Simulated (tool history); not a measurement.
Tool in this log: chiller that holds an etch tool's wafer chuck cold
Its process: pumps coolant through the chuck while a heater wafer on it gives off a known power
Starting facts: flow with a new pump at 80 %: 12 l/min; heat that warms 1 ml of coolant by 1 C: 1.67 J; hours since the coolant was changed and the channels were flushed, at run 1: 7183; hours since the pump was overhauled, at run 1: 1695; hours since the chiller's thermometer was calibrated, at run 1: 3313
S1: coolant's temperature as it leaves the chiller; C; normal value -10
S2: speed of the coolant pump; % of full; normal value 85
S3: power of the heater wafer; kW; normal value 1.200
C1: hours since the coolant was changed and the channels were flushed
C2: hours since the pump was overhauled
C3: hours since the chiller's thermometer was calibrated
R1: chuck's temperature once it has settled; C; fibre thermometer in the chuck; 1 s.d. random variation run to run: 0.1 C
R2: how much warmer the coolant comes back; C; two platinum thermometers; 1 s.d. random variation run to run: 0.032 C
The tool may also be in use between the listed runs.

run 1 day=0.000 | S1=-10 S2=85 S3=1.200 | C1=7183 C2=1695 C3=3313 | R1=-1.1 R2=3.37
run 2 day=1.596 | S1=-10 S2=85 S3=1.200 | C1=7222 C2=1733 C3=3351 | R1=-1.1 R2=3.35
run 3 day=2.604 | S1=-10 S2=85 S3=1.200 | C1=7246 C2=1758 C3=3375 | R1=-1.1 R2=3.32
run 4 day=4.646 | S1=-10 S2=85 S3=1.200 | C1=7295 C2=1807 C3=3424 | R1=-1.0 R2=3.36
run 5 day=6.496 | S1=-10 S2=85 S3=1.200 | C1=7339 C2=1851 C3=3469 | R1=-1.1 R2=3.43
run 6 day=8.442 | S1=-10 S2=85 S3=1.087 | C1=7386 C2=1898 C3=3515 | R1=-1.9 R2=3.05
run 7 day=9.383 | S1=-10 S2=85 S3=1.087 | C1=7409 C2=1920 C3=3538 | R1=-1.9 R2=3.02
run 8 day=10.817 | S1=-10 S2=85 S3=0.681 | C1=7443 C2=1955 C3=3572 | R1=-4.9 R2=1.96
run 9 day=12.762 | S1=-10 S2=85 S3=0.681 | C1=7490 C2=2001 C3=3619 | R1=-4.8 R2=1.88
run 10 day=14.850 | S1=-10 S2=85 S3=1.200 | C1=7540 C2=2051 C3=3669 | R1=-1.1 R2=3.36
run 11 day=16.496 | S1=-13 S2=85 S3=1.200 | C1=7579 C2=2091 C3=3709 | R1=-4.2 R2=3.33
run 12 day=18.412 | S1=-13 S2=85 S3=1.200 | C1=7625 C2=2137 C3=3755 | R1=-4.0 R2=3.32
run 13 day=19.771 | S1=-11 S2=85 S3=0.759 | C1=7658 C2=2170 C3=3787 | R1=-5.2 R2=2.13
run 14 day=21.183 | S1=-11 S2=85 S3=0.759 | C1=7692 C2=2203 C3=3821 | R1=-5.4 R2=2.14
-- day=22.642 coolant changed, channels flushed
run 15 day=23.517 | S1=-11 S2=85 S3=0.759 | C1=21 C2=2254 C3=3871 | R1=-5.5 R2=2.09
run 16 day=25.238 | S1=-11 S2=85 S3=0.759 | C1=62 C2=2295 C3=3913 | R1=-5.3 R2=2.09
run 17 day=27.096 | S1=-5 S2=73 S3=0.948 | C1=107 C2=2339 C3=3957 | R1=2.8 R2=3.17
run 18 day=28.871 | S1=-10 S2=85 S3=1.104 | C1=150 C2=2382 C3=4000 | R1=-1.8 R2=3.14
run 19 day=30.292 | S1=-10 S2=99 S3=0.805 | C1=184 C2=2416 C3=4034 | R1=-4.6 R2=1.85
run 20 day=31.788 | S1=-10 S2=99 S3=0.805 | C1=220 C2=2452 C3=4070 | R1=-4.7 R2=1.94
run 21 day=33.392 | S1=-1 S2=63 S3=1.684 | C1=258 C2=2491 C3=4108 | R1=14.6 R2=6.59
run 22 day=35.012 | S1=-10 S2=91 S3=1.406 | C1=297 C2=2529 C3=4147 | R1=-0.1 R2=3.66
run 23 day=36.608 | S1=-10 S2=91 S3=1.406 | C1=335 C2=2568 C3=4185 | R1=0.0 R2=3.61

5 ways to go on from here, each from the tool as it stands after run 23. What would each give?
run A day=37.842 | S1=-17 S2=73 S3=0.769 | C1=365 C2=2597 C3=4215 | R1=? R2=?
run B day=37.842 | S1=-3 S2=85 S3=1.096 | C1=365 C2=2597 C3=4215 | R1=? R2=?
run C day=37.842 | S1=-1 S2=67 S3=1.178 | C1=365 C2=2597 C3=4215 | R1=? R2=?
run D day=37.842 | S1=-8 S2=92 S3=1.200 | C1=365 C2=2597 C3=4215 | R1=? R2=?
run E day=37.842 | S1=-1 S2=68 S3=1.406 | C1=365 C2=2597 C3=4215 | R1=? R2=?

run=A R1=-10.8 R2=2.60
run=B R1=5.2 R2=3.11
run=C R1=9.6 R2=4.34
run=D R1=0.6 R2=3.14
run=E R1=11.5 R2=5.04
Without the tool's hidden state the same runs would have given:
run=A R1=-10.8 R2=2.60
run=B R1=5.1 R2=3.10
run=C R1=9.6 R2=4.34
run=D R1=0.6 R2=3.14
run=E R1=11.5 R2=5.04

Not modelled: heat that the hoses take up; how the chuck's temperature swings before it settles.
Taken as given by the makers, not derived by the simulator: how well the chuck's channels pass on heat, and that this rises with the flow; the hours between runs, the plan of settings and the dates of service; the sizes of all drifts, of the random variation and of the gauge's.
